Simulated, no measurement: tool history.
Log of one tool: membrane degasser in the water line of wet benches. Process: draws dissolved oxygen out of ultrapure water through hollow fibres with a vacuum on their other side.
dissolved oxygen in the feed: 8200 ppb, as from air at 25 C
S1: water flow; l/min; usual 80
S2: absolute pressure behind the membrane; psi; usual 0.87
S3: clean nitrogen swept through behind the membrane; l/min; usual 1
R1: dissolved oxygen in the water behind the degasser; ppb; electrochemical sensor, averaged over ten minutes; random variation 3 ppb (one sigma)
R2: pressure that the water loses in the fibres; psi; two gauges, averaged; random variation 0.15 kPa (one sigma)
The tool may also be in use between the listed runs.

run,day,S1,S2,S3,R1,R2
1,0,80,0.87,1,395.5,4.022
2,1.038,80,0.87,0.48,592.8,3.996
3,2.733,80,0.921,0.48,669.1,3.997
4,3.904,80,0.921,0.48,653.2,3.977
5,5.475,80,0.921,0.48,665.8,4.033
6,6.858,80,0.87,1,401.8,4.028
7,8.725,80,0.87,1,396.6,3.98
8,10.696,106,0.87,1,502.9,5.288
9,11.883,106,0.87,1,495.3,5.333
10,12.942,69,0.87,1,360.4,3.423
11,14.717,80,0.629,1,188.3,4.025
12,15.817,80,0.629,1,187.4,3.971
13,16.833,80,0.87,1,399.2,4.009
14,18.121,80,0.87,1,401.8,4.019
15,20.208,112,0.87,1.14,482.9,5.606
16,22.092,112,0.87,1.14,483.4,5.623
17,24.088,52,0.567,1.14,82.9,2.595
18,25.538,80,0.87,0.65,512.9,3.993
19,26.504,66,0.87,1.28,290.9,3.31
20,28.133,66,0.87,1.28,295.1,3.288
21,29.858,77,0.87,1.28,329.9,3.833
22,30.708,77,0.87,1.28,330.8,3.846
23,32.054,80,2.035,0.68,1635.5,4.01
24,33.038,80,0.847,1.01,377.1,4.019
25,33.933,73,1.369,0.45,1203.8,3.659
26,35.379,73,1.369,0.45,1199.2,3.664
27,36.562,60,1.127,1.21,440,3.007
28,38.292,91,0.55,1.43,114.2,4.593

5 ways to go on from here, each from the tool as it stands after run 28. What would each give?
A,40.375,52,0.87,1,?,?
B,40.375,81,0.87,1,?,?
C,40.375,65,0.901,2.54,?,?
D,40.375,91,0.55,1.69,?,?
E,40.375,111,0.55,1.43,?,?

run,R1,R2
A,294.4,2.585
B,400.4,4.081
C,179.3,3.263
D,103.4,4.582
E,155,5.555
Without the tool's hidden state the same runs would have given:
run,R1,R2
A,270.2,2.572
B,368.6,4.063
C,165,3.249
D,77,4.56
E,120.6,5.53

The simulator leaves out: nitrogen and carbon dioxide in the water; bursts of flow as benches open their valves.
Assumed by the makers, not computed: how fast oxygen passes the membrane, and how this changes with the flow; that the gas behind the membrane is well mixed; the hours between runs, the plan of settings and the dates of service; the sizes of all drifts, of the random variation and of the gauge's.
